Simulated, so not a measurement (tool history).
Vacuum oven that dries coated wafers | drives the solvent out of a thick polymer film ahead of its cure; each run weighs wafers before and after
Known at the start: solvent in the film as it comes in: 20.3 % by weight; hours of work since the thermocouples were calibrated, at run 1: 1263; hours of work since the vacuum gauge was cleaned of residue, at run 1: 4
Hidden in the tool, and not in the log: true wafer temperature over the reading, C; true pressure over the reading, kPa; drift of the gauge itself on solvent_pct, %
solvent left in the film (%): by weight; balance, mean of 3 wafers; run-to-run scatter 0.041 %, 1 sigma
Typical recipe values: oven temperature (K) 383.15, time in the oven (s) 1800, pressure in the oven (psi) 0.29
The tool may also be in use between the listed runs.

| run | hour | oven temperature (K) | time in the oven (s) | pressure in the oven (psi) | hours of work since the thermocouples were calibrated | hours of work since the vacuum gauge was cleaned of residue | solvent left in the film (%) |
|---|---|---|---|---|---|---|---|
| 1 | 0 | 383.15 | 1800 | 0.29 | 1263 | 4 | 5.63 |
| 2 | 5.2 | 383.15 | 1800 | 0.29 | 1265 | 7 | 5.73 |
| 3 | 17.1 | 383.15 | 1800 | 0.29 | 1270 | 11 | 5.66 |
| 4 | 28.8 | 383.15 | 1800 | 0.29 | 1275 | 16 | 5.73 |
| 5 | 38.3 | 383.15 | 1800 | 0.29 | 1279 | 20 | 5.74 |
| 6 | 45 | 383.15 | 1800 | 0.29 | 1281 | 23 | 5.69 |
| 7 | 54 | 383.15 | 1800 | 0.29 | 1285 | 26 | 5.72 |
| 8 | 60.9 | 375.15 | 1800 | 0.29 | 1288 | 29 | 8.79 |
| 9 | 67.6 | 375.15 | 1800 | 0.29 | 1291 | 32 | 8.93 |
| 10 | 77.8 | 375.15 | 3000 | 0.29 | 1295 | 36 | 6.46 |
| 11 | 89.6 | 375.15 | 3000 | 0.331 | 1299 | 40 | 6.85 |
| 12 | 95.8 | 375.15 | 3000 | 0.331 | 1302 | 43 | 6.94 |
| 13 | 107.5 | 369.15 | 1800 | 0.381 | 1307 | 48 | 12.19 |
| 14 | 114.7 | 369.15 | 1800 | 0.381 | 1309 | 51 | 12.2 |
| 15 | 126.2 | 381.15 | 1800 | 0.545 | 1314 | 55 | 8.45 |

Run 16, settings as shown, results not yet in. Your forecast:
| 16 | 136.9 | 381.15 | 1800 | 0.545 | 1318 | 59 | ? |

Run 16 yielded solvent left in the film (%) 8.53.
On a tool with no hidden condition, and with the same random variation, this run would have come out at solvent left in the film (%) 9.73.
